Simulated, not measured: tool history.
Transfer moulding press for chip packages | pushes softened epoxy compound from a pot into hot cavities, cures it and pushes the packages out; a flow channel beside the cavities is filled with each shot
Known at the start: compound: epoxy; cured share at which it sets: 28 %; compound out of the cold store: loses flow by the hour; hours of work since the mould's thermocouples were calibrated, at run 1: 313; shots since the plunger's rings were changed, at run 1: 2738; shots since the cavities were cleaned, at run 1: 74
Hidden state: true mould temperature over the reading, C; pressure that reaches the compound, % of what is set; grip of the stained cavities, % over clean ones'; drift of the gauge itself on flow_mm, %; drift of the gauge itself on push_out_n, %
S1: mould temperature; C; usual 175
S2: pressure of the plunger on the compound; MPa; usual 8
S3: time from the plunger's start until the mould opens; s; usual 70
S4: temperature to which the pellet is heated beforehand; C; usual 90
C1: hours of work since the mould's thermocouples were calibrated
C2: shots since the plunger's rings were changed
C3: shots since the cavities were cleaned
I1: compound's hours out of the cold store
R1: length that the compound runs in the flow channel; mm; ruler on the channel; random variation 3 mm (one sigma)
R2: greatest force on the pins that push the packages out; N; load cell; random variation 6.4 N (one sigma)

run,day,S1,S2,S3,S4,C1,C2,C3,I1,R1,R2
1,0.000,175,8,70,90,313,2738,74,11.4,948,266
2,1.304,175,8,70,90,330,3141,477,9.4,958,258
# day 2.996: cavities cleaned with cleaning compound and waxed
3,3.204,175,8,70,90,355,3709,65,22.4,906,245
4,5.338,175,8,70,90,383,4368,724,9.8,955,255
# day 6.212: cavities cleaned with cleaning compound and waxed
5,6.500,175,8,70,90,398,4708,89,24.3,893,252
6,8.008,175,8,56,90,418,5174,555,10.0,955,435
# day 8.300: plunger's sealing rings changed
7,9.229,175,8,56,90,433,287,900,10.7,956,446

Run 8 comes next. What will it give?
# day 9.517: cavities cleaned with cleaning compound and waxed
8,11.304,175,8,56,90,460,908,552,43.3,?,?

{"run 8": {"R1": 820, "R2": 400}}
Without the tool's hidden state the same run would have given R1 820 mm, R2 397 N.
